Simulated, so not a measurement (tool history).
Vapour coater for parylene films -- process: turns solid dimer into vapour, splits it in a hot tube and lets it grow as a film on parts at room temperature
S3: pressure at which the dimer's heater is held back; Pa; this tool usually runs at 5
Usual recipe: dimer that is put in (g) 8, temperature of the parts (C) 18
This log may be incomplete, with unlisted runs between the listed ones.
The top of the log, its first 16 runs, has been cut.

Run 17, hour 167.9: usual settings but S3 7.94 Pa. Result: thickness of the film (um) 6.47.
Run 18, hour 175.1: usual settings but temperature of the parts (C) 14, S3 3.85 Pa. Result: thickness of the film (um) 8.91.
Run 19, hour 188.9: usual settings but dimer that is put in (g) 7, temperature of the parts (C) 22, S3 8.58 Pa. Result: thickness of the film (um) 4.72.
Run 20, hour 197.6: usual settings but temperature of the parts (C) 24. Result: thickness of the film (um) 5.62.
Run 21, hour 213.1: usual settings but S3 9 Pa. Result: thickness of the film (um) 6.28.
Run 22, hour 228.6: usual settings but dimer that is put in (g) 3, temperature of the parts (C) 10, S3 2.48 Pa. Result: thickness of the film (um) 3.33.
Run 23, hour 243.7: usual settings but dimer that is put in (g) 6, temperature of the parts (C) 17, S3 10.59 Pa. Result: thickness of the film (um) 4.7.
Run 24, hour 252.8: usual settings but temperature of the parts (C) 15, S3 8.59 Pa. Result: thickness of the film (um) 7.15.
At hour 262.4: trap's valve overhauled.
Run 25, hour 263.2: usual settings but dimer that is put in (g) 11, temperature of the parts (C) 11. Result: thickness of the film (um) 12.21.
Run 26, hour 272.4: usual settings but dimer that is put in (g) 11, temperature of the parts (C) 26, S3 4.9 Pa. Result: thickness of the film (um) 7.22.
Run 27, hour 287.8: usual settings but dimer that is put in (g) 11, temperature of the parts (C) 12, S3 2.84 Pa. Result: thickness of the film (um) 12.23.
Run 28, hour 295.6: usual settings but dimer that is put in (g) 11, temperature of the parts (C) 12, S3 2.84 Pa. Result: thickness of the film (um) 12.24.
Run 29, hour 310.6: usual settings but S3 7.3 Pa. Result: thickness of the film (um) 6.6.
Run 30, hour 320.3: usual settings but S3 7.3 Pa. Result: thickness of the film (um) 6.61.
Run 31, hour 334.7: usual settings but dimer that is put in (g) 5. Result: thickness of the film (um) 4.51.
Run 32, hour 348.4: usual settings but dimer that is put in (g) 5. Result: thickness of the film (um) 4.49.
Run 33, hour 360.9: usual settings but S3 9.07 Pa. Result: thickness of the film (um) 6.25.
Run 34, hour 371.5: usual settings but temperature of the parts (C) 26. Result: thickness of the film (um) 5.22.

Below are 4 alternative next runs, each starting from the tool's condition after run 34. Predict each:
Run A, hour 378.6: usual settings but dimer that is put in (g) 9, temperature of the parts (C) 16, S3 2.99 Pa. Result: thickness of the film (um) ?.
Run B, hour 378.6: usual settings but temperature of the parts (C) 15, S3 2.04 Pa. Result: thickness of the film (um) ?.
Run C, hour 378.6: usual settings but dimer that is put in (g) 11, temperature of the parts (C) 26, S3 8.18 Pa. Result: thickness of the film (um) ?.
Run D, hour 378.6: usual settings but temperature of the parts (C) 15. Result: thickness of the film (um) ?.

run  thickness of the film (um)
  A                        9.91
  B                        8.86
  C                        6.38
  D                        8.13
Had the tool no hidden state, the same runs would have come out as:
run  thickness of the film (um)
  A                        9.91
  B                        8.86
  C                        6.39
  D                        8.13
